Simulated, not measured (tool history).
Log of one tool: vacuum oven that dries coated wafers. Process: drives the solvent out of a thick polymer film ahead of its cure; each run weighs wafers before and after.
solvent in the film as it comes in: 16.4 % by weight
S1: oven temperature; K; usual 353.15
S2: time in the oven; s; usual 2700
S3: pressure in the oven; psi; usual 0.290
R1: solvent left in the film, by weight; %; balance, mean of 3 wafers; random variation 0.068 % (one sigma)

| run | hour | S1 | S2 | S3 | R1 |
|---|---|---|---|---|---|
| 1 | 0.0 | 353.15 | 2700 | 0.290 | 5.02 |
| 2 | 30.9 | 353.15 | 2940 | 0.290 | 4.83 |
| 3 | 75.8 | 366.15 | 2700 | 0.290 | 1.95 |
| 4 | 105.2 | 353.15 | 2700 | 0.290 | 5.18 |
| 5 | 134.2 | 353.15 | 2700 | 0.290 | 5.17 |
| 6 | 177.4 | 353.15 | 2700 | 0.290 | 5.07 |
| 7 | 199.6 | 353.15 | 2700 | 0.265 | 5.15 |
| 8 | 238.4 | 353.15 | 4140 | 0.265 | 3.56 |
| 9 | 272.1 | 353.15 | 4140 | 0.200 | 3.22 |
| 10 | 314.3 | 353.15 | 2700 | 0.290 | 5.27 |
| 11 | 332.6 | 353.15 | 2700 | 0.290 | 5.22 |
| 12 | 360.3 | 353.15 | 2700 | 0.290 | 5.40 |
| 13 | 402.6 | 353.15 | 2700 | 0.290 | 5.41 |
| 14 | 438.1 | 353.15 | 2700 | 0.788 | 6.72 |
| 15 | 482.2 | 353.15 | 2700 | 0.788 | 6.69 |
| 16 | 503.3 | 353.15 | 2700 | 0.283 | 5.27 |
| 17 | 541.6 | 353.15 | 2700 | 0.283 | 5.36 |
| 18 | 561.2 | 353.15 | 4020 | 0.290 | 3.66 |
| 19 | 589.0 | 353.15 | 3660 | 0.290 | 4.09 |
| 20 | 614.8 | 353.15 | 3660 | 0.290 | 4.04 |
| 21 | 640.1 | 353.15 | 3660 | 0.290 | 4.08 |
| 22 | 676.1 | 353.15 | 3660 | 0.290 | 4.12 |
| 23 | 701.1 | 353.15 | 3660 | 0.290 | 4.20 |
| 24 | 745.8 | 353.15 | 2700 | 0.290 | 5.50 |
| 25 | 767.8 | 353.15 | 3960 | 0.193 | 3.53 |
| 26 | 808.4 | 353.15 | 3960 | 0.193 | 3.67 |
| 27 | 850.5 | 353.15 | 3960 | 0.193 | 3.60 |
| 28 | 878.6 | 353.15 | 3960 | 0.193 | 3.63 |
| 29 | 904.3 | 361.15 | 2340 | 0.415 | 4.24 |
| 30 | 933.9 | 338.15 | 2940 | 0.154 | 8.96 |
| 31 | 967.4 | 338.15 | 2940 | 0.154 | 8.94 |
| 32 | 988.1 | 338.15 | 2940 | 0.154 | 8.98 |
| 33 | 1013.8 | 338.15 | 2940 | 0.154 | 9.04 |
| 34 | 1055.3 | 349.15 | 2940 | 1.156 | 9.09 |
| 35 | 1097.2 | 349.15 | 2940 | 1.156 | 9.25 |
| 36 | 1133.1 | 358.15 | 3540 | 0.290 | 3.13 |
| 37 | 1160.1 | 358.15 | 3540 | 0.290 | 3.27 |
| 38 | 1204.1 | 353.15 | 2700 | 0.258 | 5.58 |
| 39 | 1228.9 | 353.15 | 2700 | 0.258 | 5.55 |
| 40 | 1272.2 | 353.15 | 2700 | 0.258 | 5.56 |
| 41 | 1300.9 | 364.15 | 1740 | 0.290 | 4.62 |
| 42 | 1321.9 | 352.15 | 4080 | 0.196 | 3.95 |
|  | 1342.1 | oven's thermocouples calibrated |
| 43 | 1355.1 | 359.15 | 4080 | 0.798 | 3.45 |
| 44 | 1383.8 | 360.15 | 1320 | 0.798 | 7.14 |
| 45 | 1428.8 | 360.15 | 1320 | 0.798 | 7.15 |
| 46 | 1450.2 | 367.15 | 1740 | 0.332 | 3.38 |
| 47 | 1473.7 | 353.15 | 2700 | 0.396 | 5.47 |
| 48 | 1499.0 | 366.15 | 1680 | 0.290 | 3.67 |

Measured less the same run without the tool's hidden state. The same run-to-run variation is in both; the gauge's scatter may not be:
The hidden state here: true wafer temperature over the reading, C; true pressure over the reading, kPa; drift of the gauge itself on solvent_pct, %.
| run | R1 |
|---|---|
| 1 | +0.62 |
| 2 | +0.63 |
| 3 | +0.42 |
| 4 | +0.65 |
| 5 | +0.66 |
| 6 | +0.69 |
| 7 | +0.69 |
| 8 | +0.68 |
| 9 | +0.67 |
| 10 | +0.75 |
| 11 | +0.75 |
| 12 | +0.77 |
| 13 | +0.79 |
| 14 | +0.86 |
| 15 | +0.88 |
| 16 | +0.83 |
| 17 | +0.86 |
| 18 | +0.82 |
| 19 | +0.84 |
| 20 | +0.85 |
| 21 | +0.86 |
| 22 | +0.89 |
| 23 | +0.89 |
| 24 | +0.94 |
| 25 | +0.88 |
| 26 | +0.91 |
| 27 | +0.93 |
| 28 | +0.93 |
| 29 | +0.86 |
| 30 | +1.05 |
| 31 | +1.06 |
| 32 | +1.07 |
| 33 | +1.09 |
| 34 | +1.26 |
| 35 | +1.29 |
| 36 | +0.91 |
| 37 | +0.92 |
| 38 | +1.12 |
| 39 | +1.12 |
| 40 | +1.14 |
| 41 | +0.98 |
| 42 | +1.16 |
| 43 | +0.46 |
| 44 | +0.43 |
| 45 | +0.44 |
| 46 | +0.41 |
| 47 | +0.59 |
| 48 | +0.43 |
